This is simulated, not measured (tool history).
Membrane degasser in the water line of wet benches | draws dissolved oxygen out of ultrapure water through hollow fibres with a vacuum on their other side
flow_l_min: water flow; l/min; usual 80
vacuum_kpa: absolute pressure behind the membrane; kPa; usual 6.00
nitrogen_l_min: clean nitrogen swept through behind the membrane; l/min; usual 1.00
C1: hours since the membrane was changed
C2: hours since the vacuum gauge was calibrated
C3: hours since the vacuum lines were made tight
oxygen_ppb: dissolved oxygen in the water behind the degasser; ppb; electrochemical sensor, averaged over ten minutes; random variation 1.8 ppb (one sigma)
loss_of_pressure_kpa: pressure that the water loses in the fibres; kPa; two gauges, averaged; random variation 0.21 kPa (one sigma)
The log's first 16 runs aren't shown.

run 17 hour=2525.5 | flow_l_min=80 vacuum_kpa=6.80 nitrogen_l_min=0.83 | C1=7021 C2=1369 C3=5013 | oxygen_ppb=527.4 loss_of_pressure_kpa=50.39
run 18 hour=2665.7 | flow_l_min=80 vacuum_kpa=6.96 nitrogen_l_min=1.00 | C1=7161 C2=1509 C3=5153 | oxygen_ppb=481.7 loss_of_pressure_kpa=50.10
run 19 hour=2867.4 | flow_l_min=69 vacuum_kpa=6.00 nitrogen_l_min=1.71 | C1=7362 C2=1711 C3=5354 | oxygen_ppb=222.1 loss_of_pressure_kpa=42.96
run 20 hour=3059.8 | flow_l_min=80 vacuum_kpa=7.02 nitrogen_l_min=1.00 | C1=7555 C2=1903 C3=5547 | oxygen_ppb=491.7 loss_of_pressure_kpa=50.28
run 21 hour=3145.4 | flow_l_min=53 vacuum_kpa=9.18 nitrogen_l_min=0.54 | C1=7640 C2=1989 C3=5632 | oxygen_ppb=850.0 loss_of_pressure_kpa=33.26
run 22 hour=3329.1 | flow_l_min=116 vacuum_kpa=7.09 nitrogen_l_min=0.52 | C1=7824 C2=2173 C3=5816 | oxygen_ppb=869.3 loss_of_pressure_kpa=72.62
run 23 hour=3421.8 | flow_l_min=69 vacuum_kpa=6.00 nitrogen_l_min=0.63 | C1=7917 C2=2265 C3=5909 | oxygen_ppb=443.8 loss_of_pressure_kpa=43.20
run 24 hour=3578.5 | flow_l_min=69 vacuum_kpa=6.00 nitrogen_l_min=0.63 | C1=8074 C2=2422 C3=6066 | oxygen_ppb=444.2 loss_of_pressure_kpa=43.30
run 25 hour=3734.2 | flow_l_min=69 vacuum_kpa=6.00 nitrogen_l_min=0.63 | C1=8229 C2=2578 C3=6221 | oxygen_ppb=441.3 loss_of_pressure_kpa=43.20
run 26 hour=3926.0 | flow_l_min=56 vacuum_kpa=4.70 nitrogen_l_min=2.24 | C1=8421 C2=2770 C3=6413 | oxygen_ppb=81.4 loss_of_pressure_kpa=34.90
run 27 hour=4095.5 | flow_l_min=69 vacuum_kpa=3.64 nitrogen_l_min=1.17 | C1=8590 C2=2939 C3=6582 | oxygen_ppb=48.5 loss_of_pressure_kpa=43.26
run 28 hour=4294.4 | flow_l_min=69 vacuum_kpa=3.64 nitrogen_l_min=0.94 | C1=8789 C2=3138 C3=6781 | oxygen_ppb=56.6 loss_of_pressure_kpa=43.49
run 29 hour=4427.9 | flow_l_min=69 vacuum_kpa=3.64 nitrogen_l_min=0.94 | C1=8923 C2=3271 C3=6915 | oxygen_ppb=56.2 loss_of_pressure_kpa=43.00
run 30 hour=4526.8 | flow_l_min=61 vacuum_kpa=3.64 nitrogen_l_min=0.60 | C1=9022 C2=3370 C3=7014 | oxygen_ppb=69.5 loss_of_pressure_kpa=38.28
run 31 hour=4626.6 | flow_l_min=61 vacuum_kpa=3.64 nitrogen_l_min=0.60 | C1=9122 C2=3470 C3=7114 | oxygen_ppb=69.1 loss_of_pressure_kpa=38.04

3 ways to go on from here, each from the tool as it stands after run 31. What would each give?
run A hour=4825.6 | flow_l_min=52 vacuum_kpa=7.96 nitrogen_l_min=1.01 | C1=9321 C2=3669 C3=7313 | oxygen_ppb=? loss_of_pressure_kpa=?
run B hour=4825.6 | flow_l_min=113 vacuum_kpa=6.00 nitrogen_l_min=1.00 | C1=9321 C2=3669 C3=7313 | oxygen_ppb=? loss_of_pressure_kpa=?
run C hour=4825.6 | flow_l_min=115 vacuum_kpa=6.00 nitrogen_l_min=0.46 | C1=9321 C2=3669 C3=7313 | oxygen_ppb=? loss_of_pressure_kpa=?

run=A oxygen_ppb=446.6 loss_of_pressure_kpa=32.80
run=B oxygen_ppb=456.6 loss_of_pressure_kpa=70.99
run=C oxygen_ppb=664.7 loss_of_pressure_kpa=71.89
Without the tool's hidden state the same runs would have given:
run=A oxygen_ppb=446.6 loss_of_pressure_kpa=32.79
run=B oxygen_ppb=456.5 loss_of_pressure_kpa=70.98
run=C oxygen_ppb=664.6 loss_of_pressure_kpa=71.88

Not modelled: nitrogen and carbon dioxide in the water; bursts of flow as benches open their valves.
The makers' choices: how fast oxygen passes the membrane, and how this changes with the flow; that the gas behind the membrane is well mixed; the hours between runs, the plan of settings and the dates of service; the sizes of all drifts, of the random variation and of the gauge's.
